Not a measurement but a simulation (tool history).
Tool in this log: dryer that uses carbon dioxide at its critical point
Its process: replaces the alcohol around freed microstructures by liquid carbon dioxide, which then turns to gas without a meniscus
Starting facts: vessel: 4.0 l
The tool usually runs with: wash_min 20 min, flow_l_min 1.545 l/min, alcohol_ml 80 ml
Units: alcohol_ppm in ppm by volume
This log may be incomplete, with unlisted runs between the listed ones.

Run 1, hour 0.0: usual settings. Result: alcohol_ppm 79 ppm by volume.
Run 2, hour 21.1: usual settings. Result: alcohol_ppm 77 ppm by volume.
Run 3, hour 46.6: usual settings but alcohol_ml 59 ml. Result: alcohol_ppm 77 ppm by volume.
Run 4, hour 69.6: usual settings but alcohol_ml 59 ml. Result: alcohol_ppm 64 ppm by volume.
Run 5, hour 80.2: usual settings but alcohol_ml 59 ml. Result: alcohol_ppm 64 ppm by volume.
Run 6, hour 100.6: usual settings but wash_min 29 min, alcohol_ml 59 ml. Result: alcohol_ppm 43 ppm by volume.
Run 7, hour 115.3: usual settings but wash_min 29 min, alcohol_ml 59 ml. Result: alcohol_ppm 48 ppm by volume.
Run 8, hour 135.0: usual settings but wash_min 29 min, alcohol_ml 59 ml. Result: alcohol_ppm 51 ppm by volume.
Run 9, hour 155.7: usual settings but wash_min 29 min, alcohol_ml 59 ml. Result: alcohol_ppm 52 ppm by volume.
Run 10, hour 179.2: usual settings but wash_min 29 min, alcohol_ml 59 ml. Result: alcohol_ppm 49 ppm by volume.
Run 11, hour 193.6: usual settings but wash_min 29 min, flow_l_min 1.120 l/min, alcohol_ml 59 ml. Result: alcohol_ppm 72 ppm by volume.
Run 12, hour 207.7: usual settings but wash_min 30 min, flow_l_min 1.550 l/min. Result: alcohol_ppm 53 ppm by volume.
Run 13, hour 221.5: usual settings but wash_min 15 min, flow_l_min 1.880 l/min, alcohol_ml 108 ml. Result: alcohol_ppm 171 ppm by volume.
Run 14, hour 236.1: usual settings but wash_min 15 min, flow_l_min 1.880 l/min, alcohol_ml 108 ml. Result: alcohol_ppm 163 ppm by volume.
Run 15, hour 259.4: usual settings but wash_min 14 min, flow_l_min 1.950 l/min. Result: alcohol_ppm 157 ppm by volume.
Run 16, hour 276.3: usual settings but wash_min 27 min, flow_l_min 1.220 l/min, alcohol_ml 118 ml. Result: alcohol_ppm 105 ppm by volume.
Run 17, hour 298.7: usual settings but wash_min 27 min, flow_l_min 1.220 l/min, alcohol_ml 118 ml. Result: alcohol_ppm 110 ppm by volume.
Run 18, hour 319.3: usual settings but wash_min 27 min, flow_l_min 1.220 l/min, alcohol_ml 118 ml. Result: alcohol_ppm 108 ppm by volume.
Run 19, hour 340.6: usual settings but flow_l_min 2.320 l/min. Result: alcohol_ppm 61 ppm by volume.
Run 20, hour 358.7: usual settings but alcohol_ml 119 ml. Result: alcohol_ppm 142 ppm by volume.
Run 21, hour 375.1: usual settings but wash_min 26 min, flow_l_min 1.910 l/min, alcohol_ml 119 ml. Result: alcohol_ppm 66 ppm by volume.

Here are 5 independent what-if runs from the current tool condition. What would each one return?
Run A, hour 394.7: usual settings but wash_min 28 min, flow_l_min 1.880 l/min, alcohol_ml 30 ml. Result: alcohol_ppm ?.
Run B, hour 394.7: usual settings but wash_min 26 min, flow_l_min 1.730 l/min, alcohol_ml 26 ml. Result: alcohol_ppm ?.
Run C, hour 394.7: usual settings but flow_l_min 1.230 l/min, alcohol_ml 20 ml. Result: alcohol_ppm ?.
Run D, hour 394.7: usual settings but wash_min 26 min, flow_l_min 1.910 l/min, alcohol_ml 46 ml. Result: alcohol_ppm ?.
Run E, hour 394.7: usual settings but wash_min 17 min, flow_l_min 2.100 l/min, alcohol_ml 54 ml. Result: alcohol_ppm ?.

run  alcohol_ppm
  A           69
  B           68
  C          115
  D           67
  E           84
Without the tool's hidden state the same runs would have given:
run  alcohol_ppm
  A            3
  B            1
  C           36
  D            1
  E           11
